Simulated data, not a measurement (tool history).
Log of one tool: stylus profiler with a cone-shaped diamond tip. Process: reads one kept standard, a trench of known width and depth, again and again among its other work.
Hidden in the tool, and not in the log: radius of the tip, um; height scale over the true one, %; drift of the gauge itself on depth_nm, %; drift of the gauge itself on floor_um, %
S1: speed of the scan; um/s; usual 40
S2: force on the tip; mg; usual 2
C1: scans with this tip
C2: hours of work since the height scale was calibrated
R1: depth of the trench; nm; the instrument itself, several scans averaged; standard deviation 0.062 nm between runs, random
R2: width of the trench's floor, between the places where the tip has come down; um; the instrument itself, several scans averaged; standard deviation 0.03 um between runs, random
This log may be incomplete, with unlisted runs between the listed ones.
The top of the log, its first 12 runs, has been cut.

run     day  S1    S2    C1    C2      R1     R2
 13  12.979  40     2  7876   949   200.6  25.35
 14  14.004  57     2  8002   964  200.75  25.24
 15  15.638  40     2  8204   989  200.65  25.33
 16  16.858  40  3.82  8354  1007  201.26  25.27
 17  17.679  40  3.82  8456  1019   201.3  25.26
 18  19.129  50   2.1  8634  1041  200.67  25.19
 19  20.304  50   2.1  8779  1058  200.66  25.15
 20  21.183  50   2.1  8888  1071  200.66   25.1
 21  22.183  12   2.2  9011  1086  200.62  25.32
 22  23.388  25  0.92  9159  1104  200.09  25.12
 23  24.271  43   4.3  9269  1117   201.5  25.13
 24  25.396  48  1.84  9407  1134  200.45  25.01

The next listed run, before its measurement:
 25  26.854  142  3.12  9587  1155   ?   ?

R1: 200.97 nm
R2: 24.68 um
Without the tool's hidden state the same run would have given R1 201.67 nm, R2 26.6 um.
